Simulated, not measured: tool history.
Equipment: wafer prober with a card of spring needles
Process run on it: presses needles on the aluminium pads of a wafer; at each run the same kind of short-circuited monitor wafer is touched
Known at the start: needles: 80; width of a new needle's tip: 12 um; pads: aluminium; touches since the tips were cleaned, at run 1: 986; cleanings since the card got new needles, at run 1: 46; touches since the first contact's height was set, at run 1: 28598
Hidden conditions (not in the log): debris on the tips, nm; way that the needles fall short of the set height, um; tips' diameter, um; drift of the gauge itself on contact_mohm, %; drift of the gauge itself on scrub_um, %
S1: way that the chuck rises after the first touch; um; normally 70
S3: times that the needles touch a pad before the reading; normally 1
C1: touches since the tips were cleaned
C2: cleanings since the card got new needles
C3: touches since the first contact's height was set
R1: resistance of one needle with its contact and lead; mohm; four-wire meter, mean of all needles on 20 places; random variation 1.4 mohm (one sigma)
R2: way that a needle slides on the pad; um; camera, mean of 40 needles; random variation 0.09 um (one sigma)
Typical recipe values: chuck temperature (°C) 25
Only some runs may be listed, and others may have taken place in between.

Run 1, hour 0.0: usual settings; C1 986; C2 46; C3 28598. Result: R1 129 mohm, R2 16.38 um.
At hour 3.9: tips cleaned on abrasive film.
At hour 12.8: tips cleaned on abrasive film.
Run 2, hour 12.8: usual settings but S1 59 um; C1 0; C2 48; C3 31473. Result: R1 119 mohm, R2 13.85 um.
At hour 21.5: tips cleaned on abrasive film.
Run 3, hour 24.1: usual settings but S1 59 um; C1 598; C2 49; C3 34040. Result: R1 128 mohm, R2 13.89 um.
At hour 30.4: tips cleaned on abrasive film.
Run 4, hour 36.0: usual settings but S1 59 um; C1 1279; C2 50; C3 36720. Result: R1 138 mohm, R2 13.88 um.
At hour 39.5: tips cleaned on abrasive film.
Run 5, hour 47.1: usual settings but S1 59 um; C1 1753; C2 51; C3 39244. Result: R1 146 mohm, R2 13.74 um.
At hour 47.9: tips cleaned on abrasive film.
At hour 56.8: tips cleaned on abrasive film.
Run 6, hour 61.0: usual settings but S1 59 um; C1 949; C2 53; C3 42361. Result: R1 136 mohm, R2 13.66 um.
At hour 65.5: tips cleaned on abrasive film.
Run 7, hour 68.1: usual settings but S1 79 um; C1 582; C2 54; C3 43954. Result: R1 120 mohm, R2 18.43 um.
At hour 74.3: tips cleaned on abrasive film.
Run 8, hour 80.5: usual settings but S1 62 um; C1 1417; C2 55; C3 46758. Result: R1 138 mohm, R2 14.39 um.
At hour 82.7: tips cleaned on abrasive film.
Run 9, hour 87.2: usual settings; C1 1034; C2 56; C3 48278. Result: R1 129 mohm, R2 16.25 um.
At hour 91.2: tips cleaned on abrasive film.
Run 10, hour 93.8: usual settings; C1 611; C2 57; C3 49767. Result: R1 124 mohm, R2 16.25 um.
At hour 99.5: tips cleaned on abrasive film.
Run 11, hour 102.7: usual settings; C1 720; C2 58; C3 51760. Result: R1 127 mohm, R2 16.38 um.
At hour 108.2: tips cleaned on abrasive film.
Run 12, hour 109.8: usual settings; C1 362; C2 59; C3 53353. Result: R1 121 mohm, R2 16.12 um.
At hour 116.6: tips cleaned on abrasive film.
Run 13, hour 120.4: usual settings; C1 865; C2 60; C3 55765. Result: R1 127 mohm, R2 16.32 um.
At hour 125.3: tips cleaned on abrasive film.
Run 14, hour 127.1: usual settings; C1 424; C2 61; C3 57276. Result: R1 125 mohm, R2 16.16 um.
Run 15, hour 132.9: usual settings but chuck temperature (°C) 29; C1 1746; C2 61; C3 58598. Result: R1 139 mohm, R2 16.34 um.
At hour 133.7: tips cleaned on abrasive film.
At hour 142.2: tips cleaned on abrasive film.
Run 16, hour 143.3: usual settings but chuck temperature (°C) 29; C1 254; C2 63; C3 60921. Result: R1 120 mohm, R2 16.19 um.
At hour 151.2: tips cleaned on abrasive film.
Run 17, hour 154.2: usual settings but S1 59 um, chuck temperature (°C) 84; C1 692; C2 64; C3 63388. Result: R1 141 mohm, R2 13.51 um.
At hour 159.9: tips cleaned on abrasive film.
Run 18, hour 162.2: usual settings but chuck temperature (°C) 31, S3 3; C1 538; C2 65; C3 65195. Result: R1 121 mohm, R2 16.33 um.
At hour 168.5: tips cleaned on abrasive film.
Run 19, hour 169.0: usual settings but chuck temperature (°C) 31, S3 3; C1 115; C2 66; C3 66715. Result: R1 119 mohm, R2 16.21 um.
At hour 172.5: height of the first contact set anew.
At hour 177.8: tips cleaned on abrasive film.
Run 20, hour 183.0: usual settings but chuck temperature (°C) 31, S3 3; C1 1187; C2 67; C3 2361. Result: R1 123 mohm, R2 16.60 um.
At hour 186.4: tips cleaned on abrasive film.
Run 21, hour 191.4: usual settings but chuck temperature (°C) 31, S3 3; C1 1142; C2 68; C3 4261. Result: R1 123 mohm, R2 16.93 um.
At hour 195.2: tips cleaned on abrasive film.
Run 22, hour 202.1: usual settings but chuck temperature (°C) 31, S3 3; C1 1589; C2 69; C3 6694. Result: R1 123 mohm, R2 16.53 um.
At hour 204.1: tips cleaned on abrasive film.
Run 23, hour 211.6: usual settings but chuck temperature (°C) 31, S3 3; C1 1700; C2 70; C3 8823. Result: R1 125 mohm, R2 16.57 um.
At hour 212.4: tips cleaned on abrasive film.
Run 24, hour 217.7: usual settings but chuck temperature (°C) 31, S3 3; C1 1212; C2 71; C3 10209. Result: R1 122 mohm, R2 16.60 um.
At hour 221.3: tips cleaned on abrasive film.
Run 25, hour 224.2: usual settings but chuck temperature (°C) 67; C1 664; C2 72; C3 11659. Result: R1 132 mohm, R2 16.57 um.
At hour 229.9: tips cleaned on abrasive film.
Run 26, hour 235.5: usual settings but S1 59 um, chuck temperature (°C) 56; C1 1264; C2 73; C3 14211. Result: R1 138 mohm, R2 13.91 um.
At hour 238.7: tips cleaned on abrasive film.
Run 27, hour 241.4: usual settings but S1 51 um, chuck temperature (°C) 29, S3 3; C1 611; C2 74; C3 15543. Result: R1 126 mohm, R2 12.04 um.
At hour 247.8: tips cleaned on abrasive film.
Run 28, hour 251.9: usual settings but S1 90 um, chuck temperature (°C) 38; C1 947; C2 75; C3 17922. Result: R1 123 mohm, R2 21.31 um.
At hour 256.8: tips cleaned on abrasive film.
Run 29, hour 261.5: usual settings but S1 78 um, chuck temperature (°C) 55, S3 2; C1 1063; C2 76; C3 20082. Result: R1 126 mohm, R2 18.62 um.
At hour 265.0: tips cleaned on abrasive film.
Run 30, hour 272.9: usual settings but S1 66 um, chuck temperature (°C) 53; C1 1798; C2 77; C3 22662. Result: R1 146 mohm, R2 15.61 um.
At hour 274.2: tips cleaned on abrasive film.
Run 31, hour 280.3: usual settings but S1 75 um, chuck temperature (°C) 100; C1 1409; C2 78; C3 24335. Result: R1 139 mohm, R2 17.80 um.
At hour 282.4: tips cleaned on abrasive film.
Run 32, hour 288.3: usual settings but S1 75 um, chuck temperature (°C) 100; C1 1346; C2 79; C3 26134. Result: R1 140 mohm, R2 17.69 um.

Predict each of these 4 candidate next runs independently; none follows another, all start after run 32:
At hour 291.0: tips cleaned on abrasive film.
At hour 299.2: tips cleaned on abrasive film.
Run A, hour 301.6: usual settings but chuck temperature (°C) 44; C1 551; C2 81; C3 29132. Result: R1 ?, R2 ?.
At hour 291.0: tips cleaned on abrasive film.
At hour 299.2: tips cleaned on abrasive film.
Run B, hour 301.6: usual settings but S1 75 um, chuck temperature (°C) 121; C1 551; C2 81; C3 29132. Result: R1 ?, R2 ?.
At hour 291.0: tips cleaned on abrasive film.
At hour 299.2: tips cleaned on abrasive film.
Run C, hour 301.6: usual settings but S1 75 um, chuck temperature (°C) 29; C1 551; C2 81; C3 29132. Result: R1 ?, R2 ?.
At hour 291.0: tips cleaned on abrasive film.
At hour 299.2: tips cleaned on abrasive film.
Run D, hour 301.6: usual settings but S1 75 um, chuck temperature (°C) 35; C1 551; C2 81; C3 29132. Result: R1 ?, R2 ?.

run   R1     R2
  A  129  16.49
  B  136  17.73
  C  126  17.61
  D  122  17.60
Without the tool's hidden state the same runs would have given:
run   R1     R2
  A  119  16.74
  B  128  17.99
  C  117  17.87
  D  113  17.86
